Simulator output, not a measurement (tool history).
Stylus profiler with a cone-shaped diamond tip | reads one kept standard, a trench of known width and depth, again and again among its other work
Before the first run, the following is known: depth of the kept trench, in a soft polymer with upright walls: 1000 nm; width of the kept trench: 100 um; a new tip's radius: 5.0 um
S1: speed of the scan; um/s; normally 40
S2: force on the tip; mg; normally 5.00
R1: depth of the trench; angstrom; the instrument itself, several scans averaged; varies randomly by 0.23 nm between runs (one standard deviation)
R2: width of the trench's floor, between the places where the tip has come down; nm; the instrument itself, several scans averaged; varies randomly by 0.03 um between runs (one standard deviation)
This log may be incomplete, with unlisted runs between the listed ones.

run 1 hour=0.0 | S1=40 S2=5.00 | R1=10139.5 R2=91980
run 2 hour=40.3 | S1=40 S2=5.00 | R1=10146.0 R2=91970
run 3 hour=86.5 | S1=40 S2=5.00 | R1=10142.3 R2=91980
run 4 hour=150.6 | S1=40 S2=5.00 | R1=10137.8 R2=91940
run 5 hour=181.4 | S1=147 S2=5.00 | R1=10136.3 R2=91460
run 6 hour=218.9 | S1=147 S2=5.00 | R1=10139.0 R2=91390
run 7 hour=261.1 | S1=40 S2=11.60 | R1=10274.7 R2=91920
run 8 hour=319.8 | S1=40 S2=5.00 | R1=10132.0 R2=91830
run 9 hour=383.0 | S1=40 S2=5.00 | R1=10134.3 R2=91730
run 10 hour=448.4 | S1=14 S2=5.00 | R1=10133.6 R2=91760
-- hour=472.6 height scale calibrated on a step standard
run 11 hour=482.1 | S1=14 S2=5.00 | R1=10181.2 R2=91870
run 12 hour=519.1 | S1=14 S2=5.00 | R1=10177.5 R2=91850
run 13 hour=580.9 | S1=14 S2=5.00 | R1=10177.9 R2=91750
run 14 hour=620.5 | S1=14 S2=5.00 | R1=10178.7 R2=91740
run 15 hour=681.5 | S1=17 S2=4.27 | R1=10157.7 R2=91730
run 16 hour=734.9 | S1=27 S2=12.12 | R1=10327.1 R2=91660
run 17 hour=794.1 | S1=148 S2=5.00 | R1=10172.3 R2=91110
run 18 hour=839.4 | S1=26 S2=4.93 | R1=10171.9 R2=91590
run 19 hour=873.4 | S1=14 S2=1.84 | R1=10085.9 R2=91590
run 20 hour=926.4 | S1=24 S2=2.84 | R1=10112.5 R2=91550
run 21 hour=971.5 | S1=24 S2=2.84 | R1=10115.0 R2=91480
run 22 hour=1024.5 | S1=24 S2=2.84 | R1=10115.4 R2=91470
run 23 hour=1053.1 | S1=24 S2=2.84 | R1=10116.5 R2=91510
run 24 hour=1088.6 | S1=143 S2=11.00 | R1=10296.6 R2=91140

The same runs without the tool's hidden state, with the same run-to-run variation:
What the log doesn't record here: radius of the tip, um; height scale over the true one, %; drift of the gauge itself on depth_nm, %; drift of the gauge itself on floor_um, %.
run=1 R1=10183.0 R2=93800
run=2 R1=10190.2 R2=93810
run=3 R1=10187.2 R2=93860
run=4 R1=10183.8 R2=93850
run=5 R1=10182.9 R2=93390
run=6 R1=10186.1 R2=93340
run=7 R1=10323.2 R2=93890
run=8 R1=10180.8 R2=93840
run=9 R1=10184.2 R2=93770
run=10 R1=10184.5 R2=93840
run=11 R1=10183.7 R2=93980
run=12 R1=10180.6 R2=93970
run=13 R1=10182.1 R2=93910
run=14 R1=10183.6 R2=93920
run=15 R1=10163.6 R2=93950
run=16 R1=10333.9 R2=93910
run=17 R1=10180.1 R2=93390
run=18 R1=10180.4 R2=93890
run=19 R1=10094.9 R2=93910
run=20 R1=10122.4 R2=93900
run=21 R1=10125.6 R2=93860
run=22 R1=10127.0 R2=93880
run=23 R1=10128.5 R2=93940
run=24 R1=10309.4 R2=93580

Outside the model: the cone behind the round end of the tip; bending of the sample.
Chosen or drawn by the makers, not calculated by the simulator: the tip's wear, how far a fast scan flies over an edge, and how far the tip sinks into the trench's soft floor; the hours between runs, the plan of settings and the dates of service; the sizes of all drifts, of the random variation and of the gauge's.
